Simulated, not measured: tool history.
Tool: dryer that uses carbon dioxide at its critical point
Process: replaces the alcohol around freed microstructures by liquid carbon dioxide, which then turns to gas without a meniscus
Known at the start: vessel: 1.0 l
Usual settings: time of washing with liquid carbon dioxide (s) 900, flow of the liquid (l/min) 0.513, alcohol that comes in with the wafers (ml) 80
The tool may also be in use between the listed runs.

run,day,time of washing with liquid carbon dioxide (s),flow of the liquid (l/min),alcohol that comes in with the wafers (ml),alcohol left in the vessel before it's heated (ppm by volume)
1,0.000,900,0.513,80,522
2,1.108,900,0.513,80,523
3,2.300,900,0.652,80,201
4,4.396,900,0.652,80,214
5,5.404,900,0.513,80,530
6,6.317,900,0.513,80,565
7,8.412,900,0.513,80,572
8,9.746,900,0.549,80,435
9,11.558,900,0.549,80,455
10,13.154,660,0.497,28,879
11,15.129,600,0.436,52,3041
12,16.746,900,0.530,80,555
13,18.038,900,0.530,80,572
# day 18.921: inlet filter changed
14,19.554,900,0.530,80,434
15,21.588,1140,0.541,23,173

Forecast each of these 5 alternatives for the next run:
A,23.017,1140,0.465,50,?
B,23.017,1140,0.541,24,?
C,23.017,1140,0.432,23,?
D,23.017,1260,0.334,66,?
E,23.017,1200,0.426,23,?

run,alcohol left in the vessel before it's heated (ppm by volume)
A,247
B,180
C,230
D,657
E,215
Without the tool's hidden state the same runs would have given:
run,alcohol left in the vessel before it's heated (ppm by volume)
A,92
B,28
C,76
D,469
E,59

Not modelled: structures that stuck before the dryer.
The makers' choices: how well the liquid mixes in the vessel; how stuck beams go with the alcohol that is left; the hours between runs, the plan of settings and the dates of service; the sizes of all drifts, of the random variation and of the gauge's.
